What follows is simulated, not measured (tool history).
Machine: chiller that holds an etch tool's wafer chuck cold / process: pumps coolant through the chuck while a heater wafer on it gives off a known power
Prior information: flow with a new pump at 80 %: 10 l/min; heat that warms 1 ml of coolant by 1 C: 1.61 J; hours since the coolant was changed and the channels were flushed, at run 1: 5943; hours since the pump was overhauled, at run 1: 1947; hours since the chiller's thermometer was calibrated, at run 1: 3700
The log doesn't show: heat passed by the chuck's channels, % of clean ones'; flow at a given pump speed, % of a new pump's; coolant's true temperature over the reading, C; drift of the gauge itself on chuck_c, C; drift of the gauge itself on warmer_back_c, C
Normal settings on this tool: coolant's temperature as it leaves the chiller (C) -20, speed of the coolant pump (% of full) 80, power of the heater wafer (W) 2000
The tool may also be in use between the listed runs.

run	hour	coolant's temperature as it leaves the chiller (C)	speed of the coolant pump (% of full)	power of the heater wafer (W)	hours since the coolant was changed and the channels were flushed	hours since the pump was overhauled	hours since the chiller's thermometer was calibrated	chuck's temperature once it has settled (C)	how much warmer the coolant comes back (C)
1	0.0	-20	80	2000	5943	1947	3700	-0.1	7.48
2	76.1	-20	80	2000	6019	2023	3776	0.0	7.58
3	142.8	-20	80	2000	6086	2090	3843	0.1	7.58
4	201.9	-20	80	2000	6145	2149	3902	0.2	7.61
5	263.8	-20	80	2000	6207	2211	3964	0.2	7.63
6	321.2	-20	80	2000	6264	2268	4021	0.2	7.63
7	372.6	-20	80	2000	6315	2320	4073	0.3	7.59
8	448.3	-20	69	2000	6391	2395	4148	3.2	8.87
9	528.4	-20	80	2000	6471	2475	4228	0.6	7.64
10	569.7	-20	75	2000	6513	2517	4270	1.7	8.16
# hour 585.7: coolant changed, channels flushed
11	635.4	-18	80	2000	50	2577	4329	-0.4	7.57
12	692.3	-27	80	2000	107	2633	4386	-9.2	7.74
# hour 706.2: chiller's thermometer calibrated
13	745.0	-27	80	2000	158	2685	39	-9.3	7.60
14	798.2	-14	80	2000	212	2738	92	3.7	7.64
15	871.1	-14	80	2000	284	2811	165	3.8	7.60
16	939.9	-14	80	2000	353	2880	234	3.7	7.68
17	989.1	-20	80	1404	402	2929	283	-7.3	5.42
18	1033.4	-20	80	1404	447	2974	327	-7.4	5.39
19	1097.1	-20	80	1404	510	3037	391	-7.5	5.37
20	1140.0	-20	80	1404	553	3080	434	-7.5	5.40
21	1177.8	-20	80	1404	591	3118	472	-7.2	5.38
22	1225.8	-20	80	1404	639	3166	520	-7.3	5.43
23	1276.8	-20	80	1404	690	3217	571	-7.4	5.43
24	1334.4	-12	83	1294	748	3274	628	-0.6	4.80
25	1413.0	-13	83	1294	826	3353	707	-1.7	4.83
26	1489.3	-18	79	1470	903	3429	783	-4.6	5.78
27	1562.5	-22	87	2330	976	3503	856	-2.4	8.29

Run 28, settings as shown, results not yet in. Your forecast:
28	1636.3	-22	61	2330	1050	3576	930	?	?

Run 28 produced chuck's temperature once it has settled (C) 4.9, how much warmer the coolant comes back (C) 11.89.
On a tool with no hidden condition, and with the same random variation, this run would have come out at chuck's temperature once it has settled (C) 3.4, how much warmer the coolant comes back (C) 11.46.
